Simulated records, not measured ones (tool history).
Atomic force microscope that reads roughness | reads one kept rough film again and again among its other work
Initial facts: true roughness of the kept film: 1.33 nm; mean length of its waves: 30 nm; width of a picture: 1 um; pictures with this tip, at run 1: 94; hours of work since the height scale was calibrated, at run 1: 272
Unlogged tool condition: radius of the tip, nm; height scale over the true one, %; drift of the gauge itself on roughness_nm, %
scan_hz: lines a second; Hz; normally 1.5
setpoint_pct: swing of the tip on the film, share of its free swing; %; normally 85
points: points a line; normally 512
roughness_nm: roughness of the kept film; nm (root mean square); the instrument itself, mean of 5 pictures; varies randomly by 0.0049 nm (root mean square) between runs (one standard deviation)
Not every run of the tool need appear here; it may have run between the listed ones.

| run | day | scan_hz | setpoint_pct | points | pictures with this tip | hours of work since the height scale was calibrated | roughness_nm |
|---|---|---|---|---|---|---|---|
| 1 | 0 | 1.5 | 85 | 512 | 94 | 272 | 1.065 |
| 2 | 0.5 | 1.5 | 85 | 424 | 106 | 279 | 1.051 |
| 3 | 0.933 | 1.5 | 85 | 424 | 116 | 286 | 1.058 |
| 4 | 1.329 | 1.37 | 85 | 512 | 125 | 292 | 1.072 |
| 5 | 1.883 | 1.5 | 85 | 512 | 138 | 300 | 1.049 |
|  | 2.392 | new tip fitted |
| 6 | 2.392 | 1.5 | 85 | 512 | 0 | 307 | 1.106 |
| 7 | 2.621 | 1.93 | 85 | 294 | 5 | 310 | 1.047 |
| 8 | 3 | 1.93 | 85 | 294 | 14 | 316 | 1.039 |
| 9 | 3.375 | 1.93 | 85 | 294 | 23 | 321 | 1.037 |
| 10 | 3.692 | 1.92 | 76 | 277 | 30 | 326 | 1.106 |
| 11 | 3.954 | 1.13 | 76 | 277 | 36 | 330 | 1.163 |
| 12 | 4.196 | 0.55 | 73 | 391 | 42 | 333 | 1.221 |

Predict each of these 3 candidate next runs independently; none follows another, all start after run 12:
| A | 4.65 | 2.2 | 57 | 932 | 53 | 340 | ? |
| B | 4.65 | 1.26 | 89 | 391 | 53 | 340 | ? |
| C | 4.65 | 0.55 | 77 | 520 | 53 | 340 | ? |

| run | roughness_nm |
|---|---|
| A | 1.208 |
| B | 1.076 |
| C | 1.208 |
With no hidden state in the tool, these same runs would have given:
| run | roughness_nm |
|---|---|
| A | 1.231 |
| B | 1.097 |
| C | 1.232 |
